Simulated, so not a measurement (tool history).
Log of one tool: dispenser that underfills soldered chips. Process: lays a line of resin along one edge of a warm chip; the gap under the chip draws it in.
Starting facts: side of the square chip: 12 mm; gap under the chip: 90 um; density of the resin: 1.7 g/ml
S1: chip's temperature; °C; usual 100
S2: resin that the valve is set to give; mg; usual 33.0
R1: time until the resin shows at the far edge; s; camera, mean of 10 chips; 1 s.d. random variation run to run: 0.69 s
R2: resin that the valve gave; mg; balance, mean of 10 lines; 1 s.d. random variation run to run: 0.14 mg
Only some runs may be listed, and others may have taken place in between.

run,hour,S1,S2,R1,R2
1,0.0,100,33.0,80.5,32.51
# hour 1.1: new syringe of resin
2,9.2,100,33.0,79.4,32.29
# hour 10.2: new syringe of resin
# hour 20.1: new syringe of resin
3,20.4,100,33.0,66.9,32.15
# hour 29.6: new syringe of resin
4,32.6,100,33.0,68.8,32.03
# hour 39.6: new syringe of resin
# hour 49.3: new syringe of resin
5,49.6,104,33.0,58.2,31.63
# hour 59.2: new syringe of resin
6,64.5,104,33.0,65.8,31.52
# hour 68.2: new syringe of resin
7,76.2,100,33.0,78.8,31.25
# hour 77.5: new syringe of resin
# hour 87.1: dispensing valve cleaned and set on the balance
# hour 88.3: new syringe of resin
8,88.3,100,33.0,63.9,32.93
# hour 97.4: new syringe of resin
9,100.6,100,33.0,71.9,33.08
# hour 107.2: new syringe of resin
# hour 116.6: new syringe of resin
10,117.0,100,29.0,68.1,28.81
# hour 127.0: new syringe of resin
11,129.7,100,29.0,70.5,28.50
# hour 136.3: new syringe of resin
12,143.2,93,29.0,102.0,28.27
# hour 146.0: new syringe of resin
13,153.5,93,29.0,101.1,28.39
# hour 155.1: new syringe of resin
14,161.6,92,29.0,105.6,28.36
# hour 164.5: new syringe of resin
# hour 174.7: new syringe of resin
15,178.6,92,29.0,99.4,28.11
# hour 183.9: new syringe of resin
16,186.1,92,29.0,96.9,27.82
# hour 194.2: new syringe of resin
17,202.1,92,29.0,109.7,27.55
# hour 203.4: new syringe of resin
# hour 213.1: new syringe of resin
18,218.5,103,34.7,66.3,32.96
# hour 222.7: new syringe of resin
# hour 224.6: dispensing valve cleaned and set on the balance
19,228.4,115,35.7,44.7,35.68
# hour 233.0: new syringe of resin
# hour 242.8: new syringe of resin
20,245.3,115,35.7,42.9,35.58
# hour 252.7: new syringe of resin
21,256.4,115,35.7,42.7,35.52
# hour 262.3: new syringe of resin
# hour 271.8: new syringe of resin
22,273.0,115,32.7,40.7,32.40
# hour 281.6: new syringe of resin
23,285.1,115,32.7,44.7,31.99
# hour 290.6: new syringe of resin
24,297.8,115,32.7,46.1,31.97
# hour 300.0: new syringe of resin
# hour 309.3: new syringe of resin
25,310.8,86,34.8,114.4,33.77
# hour 318.4: new syringe of resin
# hour 327.6: new syringe of resin
26,327.7,86,34.8,111.2,33.55
# hour 337.6: new syringe of resin
27,341.3,108,30.7,57.2,29.41
# hour 346.9: new syringe of resin
28,351.9,108,30.7,58.3,29.30
# hour 356.8: new syringe of resin
# hour 363.4: dispensing valve cleaned and set on the balance
# hour 367.6: new syringe of resin
29,367.6,90,30.7,94.5,30.46
# hour 373.0: stage's temperature calibrated
30,375.9,96,34.5,83.0,34.24
# hour 377.6: new syringe of resin
31,384.2,96,34.5,85.6,34.20
# hour 387.2: new syringe of resin
# hour 397.4: new syringe of resin
32,401.0,91,31.5,94.4,30.77
# hour 406.6: new syringe of resin
33,414.7,114,40.7,45.8,39.83
# hour 416.2: new syringe of resin
# hour 425.5: new syringe of resin
34,430.7,113,33.0,46.0,32.16

Each row is a separate what-if for the run after 34, all from the same tool condition, not one after another. Results?
# hour 434.7: new syringe of resin
A,441.2,106,34.7,?,?
# hour 434.7: new syringe of resin
B,441.2,110,33.0,?,?
# hour 434.7: new syringe of resin
C,441.2,100,29.0,?,?

run,R1,R2
A,59.7,33.67
B,52.3,31.93
C,76.5,28.14
Without the tool's unlogged condition, the same runs would have read:
run,R1,R2
A,51.2,34.67
B,44.7,32.88
C,65.1,28.98

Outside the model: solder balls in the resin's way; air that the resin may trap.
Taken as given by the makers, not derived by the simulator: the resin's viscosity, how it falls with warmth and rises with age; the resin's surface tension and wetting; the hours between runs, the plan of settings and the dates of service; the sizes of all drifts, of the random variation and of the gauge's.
